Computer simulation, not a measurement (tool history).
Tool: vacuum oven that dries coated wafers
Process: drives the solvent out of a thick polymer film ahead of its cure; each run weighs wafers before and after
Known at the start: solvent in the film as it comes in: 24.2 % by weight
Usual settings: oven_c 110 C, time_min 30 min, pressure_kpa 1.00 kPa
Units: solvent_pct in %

run 1 hour=0.0 | oven_c=110 time_min=30 pressure_kpa=1.00 | solvent_pct=1.35
run 2 hour=9.9 | oven_c=110 time_min=30 pressure_kpa=1.00 | solvent_pct=1.34
run 3 hour=16.2 | oven_c=110 time_min=30 pressure_kpa=1.00 | solvent_pct=1.30
run 4 hour=29.1 | oven_c=106 time_min=30 pressure_kpa=1.00 | solvent_pct=2.00
run 5 hour=44.0 | oven_c=106 time_min=30 pressure_kpa=1.00 | solvent_pct=2.06
run 6 hour=55.0 | oven_c=110 time_min=30 pressure_kpa=1.00 | solvent_pct=1.36
run 7 hour=63.2 | oven_c=110 time_min=30 pressure_kpa=1.00 | solvent_pct=1.32
run 8 hour=77.4 | oven_c=110 time_min=30 pressure_kpa=1.00 | solvent_pct=1.32
run 9 hour=83.5 | oven_c=110 time_min=30 pressure_kpa=1.00 | solvent_pct=1.31
-- hour=86.1 vacuum gauge cleaned of residue and calibrated
run 10 hour=97.9 | oven_c=110 time_min=30 pressure_kpa=1.00 | solvent_pct=1.29
run 11 hour=110.5 | oven_c=110 time_min=30 pressure_kpa=1.00 | solvent_pct=1.34
run 12 hour=118.2 | oven_c=110 time_min=30 pressure_kpa=1.47 | solvent_pct=1.47
run 13 hour=132.3 | oven_c=110 time_min=30 pressure_kpa=1.47 | solvent_pct=1.49
run 14 hour=147.2 | oven_c=110 time_min=30 pressure_kpa=1.47 | solvent_pct=1.53
run 15 hour=153.5 | oven_c=110 time_min=30 pressure_kpa=3.24 | solvent_pct=2.21
-- hour=158.7 vacuum gauge cleaned of residue and calibrated, once more
run 16 hour=167.7 | oven_c=110 time_min=30 pressure_kpa=3.24 | solvent_pct=2.18
run 17 hour=178.0 | oven_c=110 time_min=30 pressure_kpa=1.00 | solvent_pct=1.26
run 18 hour=184.8 | oven_c=110 time_min=30 pressure_kpa=1.00 | solvent_pct=1.28
run 19 hour=192.7 | oven_c=120 time_min=21 pressure_kpa=1.00 | solvent_pct=0.88
run 20 hour=200.8 | oven_c=112 time_min=44 pressure_kpa=1.00 | solvent_pct=0.49
run 21 hour=212.2 | oven_c=112 time_min=27 pressure_kpa=0.60 | solvent_pct=1.09
run 22 hour=222.3 | oven_c=112 time_min=53 pressure_kpa=1.13 | solvent_pct=0.50
run 23 hour=235.0 | oven_c=112 time_min=53 pressure_kpa=1.13 | solvent_pct=0.50
run 24 hour=247.0 | oven_c=105 time_min=26 pressure_kpa=1.30 | solvent_pct=2.95
run 25 hour=259.1 | oven_c=105 time_min=26 pressure_kpa=1.30 | solvent_pct=2.95
run 26 hour=267.9 | oven_c=95 time_min=34 pressure_kpa=3.91 | solvent_pct=6.04
run 27 hour=280.8 | oven_c=95 time_min=34 pressure_kpa=3.91 | solvent_pct=5.98
run 28 hour=295.1 | oven_c=111 time_min=43 pressure_kpa=0.78 | solvent_pct=0.50
run 29 hour=301.7 | oven_c=122 time_min=49 pressure_kpa=2.85 | solvent_pct=0.86
run 30 hour=316.3 | oven_c=122 time_min=49 pressure_kpa=1.50 | solvent_pct=0.42
run 31 hour=324.5 | oven_c=122 time_min=49 pressure_kpa=1.50 | solvent_pct=0.42
run 32 hour=337.8 | oven_c=124 time_min=33 pressure_kpa=0.67 | solvent_pct=0.21
run 33 hour=353.0 | oven_c=107 time_min=30 pressure_kpa=2.69 | solvent_pct=2.49
run 34 hour=367.5 | oven_c=100 time_min=24 pressure_kpa=0.97 | solvent_pct=4.72

Forecast each of these 4 alternatives for the next run:
run A hour=377.0 | oven_c=110 time_min=30 pressure_kpa=1.15 | solvent_pct=?
run B hour=377.0 | oven_c=110 time_min=30 pressure_kpa=0.64 | solvent_pct=?
run C hour=377.0 | oven_c=116 time_min=18 pressure_kpa=3.28 | solvent_pct=?
run D hour=377.0 | oven_c=119 time_min=31 pressure_kpa=0.97 | solvent_pct=?

run=A solvent_pct=1.33
run=B solvent_pct=1.09
run=C solvent_pct=2.65
run=D solvent_pct=0.43
Without the tool's hidden state the same runs would have given:
run=A solvent_pct=1.56
run=B solvent_pct=1.31
run=C solvent_pct=3.00
run=D solvent_pct=0.49

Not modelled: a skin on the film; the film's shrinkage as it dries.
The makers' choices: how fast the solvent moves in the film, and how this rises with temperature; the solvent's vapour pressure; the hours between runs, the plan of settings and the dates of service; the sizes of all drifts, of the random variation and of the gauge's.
